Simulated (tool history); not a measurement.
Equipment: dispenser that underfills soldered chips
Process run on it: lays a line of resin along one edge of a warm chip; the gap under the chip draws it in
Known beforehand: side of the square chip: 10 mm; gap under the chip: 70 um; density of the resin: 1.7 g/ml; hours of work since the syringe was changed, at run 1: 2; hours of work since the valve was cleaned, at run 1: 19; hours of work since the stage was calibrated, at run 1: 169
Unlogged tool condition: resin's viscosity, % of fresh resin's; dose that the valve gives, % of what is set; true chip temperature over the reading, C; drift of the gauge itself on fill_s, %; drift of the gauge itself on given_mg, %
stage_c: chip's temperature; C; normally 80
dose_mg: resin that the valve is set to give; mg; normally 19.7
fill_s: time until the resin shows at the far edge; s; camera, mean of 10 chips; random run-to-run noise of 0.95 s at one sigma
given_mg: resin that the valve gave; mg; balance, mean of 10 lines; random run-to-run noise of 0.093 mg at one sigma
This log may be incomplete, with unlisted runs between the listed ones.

run	hour	stage_c	dose_mg	hours of work since the syringe was changed	hours of work since the valve was cleaned	hours of work since the stage was calibrated	fill_s	given_mg
1	0.0	80	19.7	2	19	169	105.5	19.25
2	5.9	80	19.7	6	24	174	140.0	19.34
# hour 7.3: new syringe of resin
3	11.3	71	19.7	3	28	178	182.5	19.14
# hour 16.8: new syringe of resin
4	19.3	89	19.7	2	34	184	69.7	19.19
5	23.7	75	19.7	6	37	187	173.4	19.16
# hour 25.9: new syringe of resin
6	32.0	75	19.7	5	44	194	165.8	18.95
# hour 35.0: new syringe of resin
7	38.3	75	19.7	3	48	199	145.6	19.04
8	43.0	80	24.9	6	52	202	141.8	23.75
# hour 44.4: new syringe of resin
9	50.8	80	24.9	5	58	208	132.2	23.72
# hour 53.6: new syringe of resin
10	54.5	80	24.9	1	61	211	98.9	23.50
11	58.1	80	19.8	4	64	214	120.0	18.80
# hour 62.9: new syringe of resin
12	64.4	80	19.8	1	69	219	101.9	18.71
# hour 72.4: new syringe of resin
13	72.6	80	19.8	0	75	225	97.6	18.68
14	76.0	80	19.8	3	78	228	119.6	18.46
15	80.0	89	19.7	6	81	231	92.8	18.22
# hour 81.4: new syringe of resin
16	86.2	89	19.7	4	86	236	80.4	18.27
# hour 90.6: new syringe of resin
17	90.6	76	19.7	0	89	239	116.5	18.36
18	98.3	94	19.7	6	95	245	75.5	18.06
# hour 99.8: new syringe of resin
19	106.3	74	20.3	5	101	251	180.4	18.57
# hour 108.8: new syringe of resin
20	110.5	74	20.3	1	104	254	143.3	18.35
# hour 118.0: new syringe of resin
21	118.9	85	19.7	1	111	261	81.7	17.66
# hour 122.3: dispensing valve cleaned and set on the balance
22	126.5	85	20.0	6	3	266	114.3	19.98
# hour 128.5: new syringe of resin
23	133.7	80	22.0	4	9	271	123.7	22.10
# hour 137.7: new syringe of resin
24	138.2	80	22.0	0	12	275	99.9	21.96
25	144.6	72	20.8	6	17	280	203.8	20.33
# hour 147.3: new syringe of resin
26	149.9	66	23.9	2	21	284	228.1	23.55
27	153.5	66	23.9	5	24	287	278.0	23.39
# hour 156.3: new syringe of resin
28	162.0	75	19.7	5	31	293	168.8	19.35
# hour 165.6: new syringe of resin
29	170.5	84	25.4	4	37	300	105.8	24.76
# hour 175.1: new syringe of resin
30	176.8	78	25.4	1	42	305	114.4	24.58
# hour 184.6: new syringe of resin
31	184.7	78	25.4	0	48	311	105.9	24.29
32	191.4	78	25.4	5	53	316	151.7	23.99
# hour 193.8: new syringe of resin
33	199.1	78	25.4	4	59	322	138.2	23.91

Consider 4 possible next runs. They are alternatives, not a sequence: every one starts from the tool as it was left by run 33. What does each give?
# hour 202.9: new syringe of resin
A	204.4	71	23.1	1	63	326	?	?
# hour 202.9: new syringe of resin
B	204.4	79	24.0	1	63	326	?	?
# hour 202.9: new syringe of resin
C	204.4	86	22.0	1	63	326	?	?
# hour 202.9: new syringe of resin
D	204.4	75	25.4	1	63	326	?	?

run	fill_s	given_mg
A	163.1	22.05
B	110.3	22.72
C	78.2	20.68
D	134.3	24.16
With no hidden state in the tool, these same runs would have given:
run	fill_s	given_mg
A	137.6	23.32
B	93.5	24.03
C	66.5	21.86
D	113.6	25.55

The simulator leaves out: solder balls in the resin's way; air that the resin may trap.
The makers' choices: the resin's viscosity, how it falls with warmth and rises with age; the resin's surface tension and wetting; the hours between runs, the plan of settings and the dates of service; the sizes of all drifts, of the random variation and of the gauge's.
